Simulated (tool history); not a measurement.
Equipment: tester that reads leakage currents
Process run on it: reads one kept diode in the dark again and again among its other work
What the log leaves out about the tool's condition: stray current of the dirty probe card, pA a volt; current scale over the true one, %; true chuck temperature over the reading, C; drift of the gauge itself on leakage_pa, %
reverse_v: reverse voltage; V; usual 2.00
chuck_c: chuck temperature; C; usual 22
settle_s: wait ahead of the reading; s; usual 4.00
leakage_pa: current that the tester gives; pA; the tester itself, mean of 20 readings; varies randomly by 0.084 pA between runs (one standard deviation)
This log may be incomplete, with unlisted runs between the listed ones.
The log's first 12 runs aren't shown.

run	day	reverse_v	chuck_c	settle_s	hours of work since the probe card was cleaned	hours of work since the tester was calibrated	hours of work since the chuck was calibrated	leakage_pa
13	33.996	2.00	24	4.00	633	948	581	27.98
# day 36.725: chuck's temperature calibrated
14	37.729	2.00	24	4.00	682	997	14	26.22
15	41.208	2.00	22	4.00	729	1044	61	22.96
16	43.258	2.00	22	4.00	757	1072	88	22.96
17	46.596	2.86	39	1.06	802	1117	133	92.37
18	48.212	2.86	39	1.06	824	1139	155	92.10
19	51.442	3.08	26	0.37	867	1182	199	41.80
20	53.804	4.40	22	4.00	899	1214	231	37.27
21	56.483	6.70	45	1.09	935	1251	267	226.15
22	59.196	6.70	45	1.09	972	1287	304	227.30

Run 23, settings as shown, results not yet in. Your forecast:
23	60.758	6.70	45	1.09	993	1308	325	?

leakage_pa: 227.75 pA
With no hidden state in the tool, this same run would have given leakage_pa 219.15 pA.
